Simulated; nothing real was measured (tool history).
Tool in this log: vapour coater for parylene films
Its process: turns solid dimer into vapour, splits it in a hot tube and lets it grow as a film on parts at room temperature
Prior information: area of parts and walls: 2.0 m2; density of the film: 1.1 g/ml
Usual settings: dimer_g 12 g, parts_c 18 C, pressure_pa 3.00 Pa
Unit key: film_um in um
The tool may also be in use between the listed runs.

| run | hour | dimer_g | parts_c | pressure_pa | film_um |
|---|---|---|---|---|---|
| 1 | 0.0 | 12 | 18 | 3.00 | 4.34 |
| 2 | 61.4 | 12 | 18 | 3.00 | 4.48 |
| 3 | 106.2 | 12 | 18 | 3.00 | 4.34 |
| 4 | 148.4 | 12 | 18 | 3.00 | 4.39 |
| 5 | 185.4 | 12 | 18 | 7.95 | 3.90 |
| 6 | 256.3 | 12 | 18 | 7.95 | 3.82 |
| 7 | 323.6 | 12 | 18 | 7.95 | 3.86 |
| 8 | 368.1 | 11 | 18 | 7.95 | 3.57 |
| 9 | 434.6 | 11 | 18 | 7.95 | 3.50 |
| 10 | 499.3 | 12 | 18 | 3.00 | 4.37 |
| 11 | 541.4 | 12 | 18 | 3.00 | 4.37 |
| 12 | 595.1 | 12 | 18 | 3.00 | 4.34 |
| 13 | 635.1 | 9 | 18 | 3.00 | 3.26 |
| 14 | 692.6 | 12 | 18 | 3.00 | 4.35 |
| 15 | 744.0 | 12 | 18 | 3.00 | 4.38 |
| 16 | 804.2 | 12 | 18 | 3.00 | 4.37 |
| 17 | 850.1 | 12 | 18 | 3.00 | 4.37 |
| 18 | 886.4 | 12 | 18 | 3.00 | 4.44 |
| 19 | 950.3 | 12 | 18 | 3.00 | 4.40 |
| 20 | 986.7 | 12 | 18 | 3.00 | 4.41 |
| 21 | 1060.6 | 12 | 18 | 3.00 | 4.32 |
| 22 | 1105.9 | 12 | 18 | 3.00 | 4.32 |
| 23 | 1137.6 | 12 | 18 | 3.00 | 4.36 |
| 24 | 1178.3 | 12 | 26 | 8.36 | 2.91 |
| 25 | 1224.0 | 20 | 22 | 2.06 | 6.68 |
| 26 | 1293.6 | 12 | 18 | 6.93 | 3.91 |
| 27 | 1357.9 | 12 | 16 | 3.00 | 4.69 |
| 28 | 1398.7 | 12 | 16 | 3.00 | 4.61 |
| 29 | 1429.2 | 11 | 18 | 3.00 | 3.97 |
| 30 | 1462.1 | 6 | 10 | 9.24 | 2.47 |
| 31 | 1534.3 | 6 | 10 | 9.24 | 2.48 |
| 32 | 1597.8 | 6 | 10 | 9.24 | 2.45 |
| 33 | 1648.5 | 6 | 10 | 9.24 | 2.47 |
| 34 | 1714.9 | 12 | 13 | 2.46 | 5.28 |
| 35 | 1765.6 | 17 | 18 | 6.19 | 5.63 |
| 36 | 1800.8 | 12 | 14 | 3.00 | 5.02 |
| 37 | 1863.2 | 14 | 19 | 7.41 | 4.41 |
| 38 | 1916.2 | 16 | 18 | 4.09 | 5.67 |
| 39 | 1972.2 | 22 | 23 | 8.97 | 5.92 |
| 40 | 2016.0 | 22 | 23 | 8.97 | 5.92 |
| 41 | 2071.1 | 6 | 25 | 8.97 | 1.51 |
| 42 | 2112.9 | 6 | 25 | 8.97 | 1.50 |
| 43 | 2174.2 | 6 | 25 | 8.97 | 1.54 |
| 44 | 2208.3 | 14 | 15 | 10.58 | 4.77 |
| 45 | 2257.4 | 20 | 17 | 6.83 | 6.82 |

Taken out of this log: 9 entries between the listed runs. Where each belongs, and how the hidden state differs across it:
After run 2, before run 3: trap's valve overhauled (hour 96.5)
  vapour lost through the trap's worn valve, %: 0.4 -> 0.1; true temperature of the parts over the reading, C: -0.11 -> -0.12
After run 3, before run 4: table's thermometer calibrated (hour 120.8)
  true temperature of the parts over the reading, C: -0.12 -> 0.01
After run 8, before run 9: trap's valve overhauled (hour 404.8)
  vapour lost through the trap's worn valve, %: 0.5 -> 0.1
After run 14, before run 15: trap's valve overhauled (hour 713.1)
  vapour lost through the trap's worn valve, %: 0.5 -> 0.1
After run 20, before run 21: trap's valve overhauled (hour 1021.7)
  vapour lost through the trap's worn valve, %: 0.5 -> 0.1; true temperature of the parts over the reading, C: -0.03 -> -0.04
After run 26, before run 27: trap's valve overhauled (hour 1329.7)
  vapour lost through the trap's worn valve, %: 0.5 -> 0.1
After run 32, before run 33: trap's valve overhauled (hour 1638.5)
  vapour lost through the trap's worn valve, %: 0.5 -> 0.1
After run 38, before run 39: trap's valve overhauled (hour 1948.9)
  vapour lost through the trap's worn valve, %: 0.5 -> 0.1; true temperature of the parts over the reading, C: -0.07 -> -0.08
After run 44, before run 45: trap's valve overhauled (hour 2257.4)
  vapour lost through the trap's worn valve, %: 0.4 -> 0

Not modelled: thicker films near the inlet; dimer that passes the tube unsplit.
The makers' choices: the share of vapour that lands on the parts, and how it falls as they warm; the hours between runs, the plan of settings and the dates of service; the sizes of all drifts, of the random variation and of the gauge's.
